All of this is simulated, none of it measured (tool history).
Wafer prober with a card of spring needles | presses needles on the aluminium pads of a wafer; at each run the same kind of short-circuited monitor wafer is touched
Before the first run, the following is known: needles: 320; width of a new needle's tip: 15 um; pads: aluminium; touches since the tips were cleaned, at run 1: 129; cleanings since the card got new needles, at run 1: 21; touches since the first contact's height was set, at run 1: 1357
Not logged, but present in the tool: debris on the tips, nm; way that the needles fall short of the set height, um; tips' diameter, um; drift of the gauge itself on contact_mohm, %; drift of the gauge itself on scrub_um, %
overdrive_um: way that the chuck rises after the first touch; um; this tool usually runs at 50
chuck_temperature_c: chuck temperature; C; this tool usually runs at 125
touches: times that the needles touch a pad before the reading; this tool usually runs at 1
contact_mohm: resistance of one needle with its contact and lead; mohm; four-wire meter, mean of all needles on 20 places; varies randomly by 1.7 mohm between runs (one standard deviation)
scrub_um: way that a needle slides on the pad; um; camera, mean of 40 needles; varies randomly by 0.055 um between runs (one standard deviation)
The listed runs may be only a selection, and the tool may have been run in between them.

run   hour  overdrive_um  chuck_temperature_c  touches  touches since the tips were cleaned  cleanings since the card got new needles  touches since the first contact's height was set  contact_mohm  scrub_um
  1      0            50                  125        1                                  129                                        21                                              1357           191      9.53
      12.2  -- tips cleaned on abrasive film
  2   17.7            50                   38        1                                 2459                                        22                                              9309           232      9.46
      23.3  -- tips cleaned on abrasive film
      35.8  -- tips cleaned on abrasive film
  3   37.7            50                   38        2                                  827                                        24                                             18277           183      9.54
      47.2  -- tips cleaned on abrasive film
  4   48.4            50                  125        1                                  531                                        25                                             23080           201      9.52
      58.8  -- tips cleaned on abrasive film
      69.8  -- tips cleaned on abrasive film
  5   69.8            50                  125        1                                    0                                        27                                             32709           191      9.39
      81.1  -- tips cleaned on abrasive film
  6   89.1            50                   58        1                                 3643                                        28                                             41404           257      9.45
      92.9  -- tips cleaned on abrasive film
     105.2  -- tips cleaned on abrasive film
  7  107.5            50                  100        1                                 1029                                        30                                             49631           210      9.35
     117.5  -- tips cleaned on abrasive film
  8  124.7            50                  100        1                                 3261                                        31                                             57366           253      9.38
     128.8  -- tips cleaned on abrasive film
  9  134.2            50                  125        1                                 2474                                        32                                             61645           246      9.34
     139.8  -- tips cleaned on abrasive film
 10  147.1            50                  125        1                                 3279                                        33                                             67412           256       9.4
     151.4  -- tips cleaned on abrasive film
     162.8  -- tips cleaned on abrasive film
 11  165.1            50                  125        1                                 1056                                        35                                             75489           217       9.3
     175.2  -- tips cleaned on abrasive film
 12  180.4            50                  125        1                                 2367                                        36                                             82373           252      9.32
     186.6  -- tips cleaned on abrasive film
 13  190.9            50                  125        1                                 1985                                        37                                             87100           231      9.23
     197.7  -- tips cleaned on abrasive film
     209.9  -- tips cleaned on abrasive film
 14    210            50                  125        1                                   11                                        39                                             95622           191      9.26
     220.9  -- tips cleaned on abrasive film
 15  224.5            65                   64        3                                 1623                                        40                                            102178           176     12.03
     233.5  -- tips cleaned on abrasive film
 16  234.8            69                  125        1                                  592                                        41                                            106791           186     12.92
     236.8  -- height of the first contact set anew
     245.2  -- tips cleaned on abrasive film
 17  246.3            33                  124        1                                  512                                        42                                              4262           252      5.82
     257.2  -- tips cleaned on abrasive film
 18  261.9            37                   47        2                                 2131                                        43                                             11301           250       6.6
     268.8  -- tips cleaned on abrasive film
     280.4  -- tips cleaned on abrasive film
 19  281.2            33                   33        1                                  364                                        45                                             19937           226      5.72
 20    291            41                   38        1                                 4800                                        45                                             24373           337      7.41
     292.2  -- tips cleaned on abrasive film
 21  302.7            31                   66        2                                 4752                                        46                                             29638           359      5.45
     304.3  -- tips cleaned on abrasive film
     315.5  -- tips cleaned on abrasive film
 22  316.5            49                   49        2                                  467                                        48                                             35778           186      8.84
     326.8  -- tips cleaned on abrasive film
 23  333.4            64                  118        1                                 2964                                        49                                             43377           227     11.66

Forecast each of these 5 alternatives for the next run:
     339.3  -- tips cleaned on abrasive film
     344.8  -- height of the first contact set anew, once more
       351  -- tips cleaned on abrasive film
  A  353.9            51                  118        2                                 1284                                        51                                              4049             ?         ?
     339.3  -- tips cleaned on abrasive film
     344.8  -- height of the first contact set anew, once more
       351  -- tips cleaned on abrasive film
  B  353.9            65                  118        1                                 1284                                        51                                              4049             ?         ?
     339.3  -- tips cleaned on abrasive film
     344.8  -- height of the first contact set anew, once more
       351  -- tips cleaned on abrasive film
  C  353.9            64                   41        3                                 1284                                        51                                              4049             ?         ?
     339.3  -- tips cleaned on abrasive film
     344.8  -- height of the first contact set anew, once more
       351  -- tips cleaned on abrasive film
  D  353.9            57                   49        3                                 1284                                        51                                              4049             ?         ?
     339.3  -- tips cleaned on abrasive film
     344.8  -- height of the first contact set anew, once more
       351  -- tips cleaned on abrasive film
  E  353.9            62                  118        2                                 1284                                        51                                              4049             ?         ?

run  contact_mohm  scrub_um
  A           204      9.82
  B           204     12.46
  C           171     12.26
  D           178     10.99
  E           193     11.87
What these runs would have given with no unlogged condition in the tool:
run  contact_mohm  scrub_um
  A           178      9.83
  B           175     12.48
  C           158     12.27
  D           163     11.01
  E           174     11.88
